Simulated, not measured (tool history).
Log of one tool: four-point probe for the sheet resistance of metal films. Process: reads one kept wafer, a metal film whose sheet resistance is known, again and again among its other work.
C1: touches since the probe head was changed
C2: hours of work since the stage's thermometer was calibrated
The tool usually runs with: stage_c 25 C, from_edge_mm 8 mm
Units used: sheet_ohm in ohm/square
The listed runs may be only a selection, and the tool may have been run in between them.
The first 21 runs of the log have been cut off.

Run 22, hour 789.6: usual settings; C1 31689; C2 624. Result: sheet_ohm 0.051751 ohm/square.
Run 23, hour 826.5: usual settings but from_edge_mm 42 mm; C1 33184; C2 641. Result: sheet_ohm 0.051113 ohm/square.
Run 24, hour 850.0: usual settings but from_edge_mm 42 mm; C1 34134; C2 653. Result: sheet_ohm 0.051121 ohm/square.
At hour 854.9: stage's thermometer calibrated.
Run 25, hour 892.5: usual settings but from_edge_mm 42 mm; C1 35828; C2 18. Result: sheet_ohm 0.051155 ohm/square.
Run 26, hour 942.9: usual settings but stage_c 19 C; C1 37867; C2 42. Result: sheet_ohm 0.051671 ohm/square.
At hour 958.2: stage's thermometer calibrated, once more.
Run 27, hour 988.1: usual settings but from_edge_mm 30 mm; C1 39674; C2 14. Result: sheet_ohm 0.051164 ohm/square.
Run 28, hour 1040.0: usual settings but from_edge_mm 30 mm; C1 41769; C2 39. Result: sheet_ohm 0.051195 ohm/square.
Run 29, hour 1089.2: usual settings but stage_c 28 C, from_edge_mm 13 mm; C1 43757; C2 62. Result: sheet_ohm 0.051498 ohm/square.
Run 30, hour 1132.5: usual settings but stage_c 28 C, from_edge_mm 13 mm; C1 45511; C2 83. Result: sheet_ohm 0.051513 ohm/square.
Run 31, hour 1180.3: usual settings but stage_c 30 C, from_edge_mm 34 mm; C1 47442; C2 106. Result: sheet_ohm 0.051389 ohm/square.
Run 32, hour 1218.5: usual settings but from_edge_mm 3 mm; C1 48984; C2 124. Result: sheet_ohm 0.055678 ohm/square.
Run 33, hour 1253.4: usual settings but stage_c 33 C, from_edge_mm 9 mm; C1 50396; C2 140. Result: sheet_ohm 0.051994 ohm/square.
Run 34, hour 1281.6: usual settings but stage_c 29 C, from_edge_mm 4 mm; C1 51534; C2 154. Result: sheet_ohm 0.053982 ohm/square.
Run 35, hour 1315.5: usual settings but stage_c 18 C, from_edge_mm 16 mm; C1 52905; C2 170. Result: sheet_ohm 0.051242 ohm/square.
Run 36, hour 1337.8: usual settings but stage_c 18 C, from_edge_mm 16 mm; C1 53808; C2 181. Result: sheet_ohm 0.051228 ohm/square.
Run 37, hour 1381.9: usual settings but stage_c 18 C, from_edge_mm 16 mm; C1 55589; C2 202. Result: sheet_ohm 0.051274 ohm/square.
Run 38, hour 1409.0: usual settings but stage_c 32 C, from_edge_mm 22 mm; C1 56684; C2 214. Result: sheet_ohm 0.051588 ohm/square.
Run 39, hour 1433.7: usual settings but stage_c 32 C, from_edge_mm 22 mm; C1 57684; C2 226. Result: sheet_ohm 0.051601 ohm/square.
Run 40, hour 1486.1: usual settings but stage_c 29 C, from_edge_mm 5 mm; C1 59803; C2 251. Result: sheet_ohm 0.053172 ohm/square.
Run 41, hour 1510.4: usual settings but stage_c 27 C; C1 60781; C2 263. Result: sheet_ohm 0.052103 ohm/square.
At hour 1527.5: new probe head fitted.
Run 42, hour 1555.5: usual settings but stage_c 27 C; C1 1132; C2 284. Result: sheet_ohm 0.051227 ohm/square.
Run 43, hour 1606.5: usual settings but stage_c 27 C; C1 3196; C2 308. Result: sheet_ohm 0.051229 ohm/square.
Run 44, hour 1643.2: usual settings but stage_c 32 C, from_edge_mm 40 mm; C1 4676; C2 325. Result: sheet_ohm 0.050754 ohm/square.
Run 45, hour 1667.9: usual settings but stage_c 19 C, from_edge_mm 40 mm; C1 5678; C2 337. Result: sheet_ohm 0.050420 ohm/square.

Branching from run 45: 3 alternative next runs. What would each branch give?
Run A, hour 1701.0: usual settings but stage_c 27 C, from_edge_mm 40 mm; C1 7012; C2 353. Result: sheet_ohm ?.
Run B, hour 1701.0: usual settings but stage_c 19 C, from_edge_mm 32 mm; C1 7012; C2 353. Result: sheet_ohm ?.
Run C, hour 1701.0: usual settings but stage_c 33 C, from_edge_mm 40 mm; C1 7012; C2 353. Result: sheet_ohm ?.

run  sheet_ohm
  A   0.050640
  B   0.050431
  C   0.050791
The same runs, with their run-to-run variation unchanged, on a tool lacking any hidden condition would have given:
run  sheet_ohm
  A   0.050537
  B   0.050328
  C   0.050688
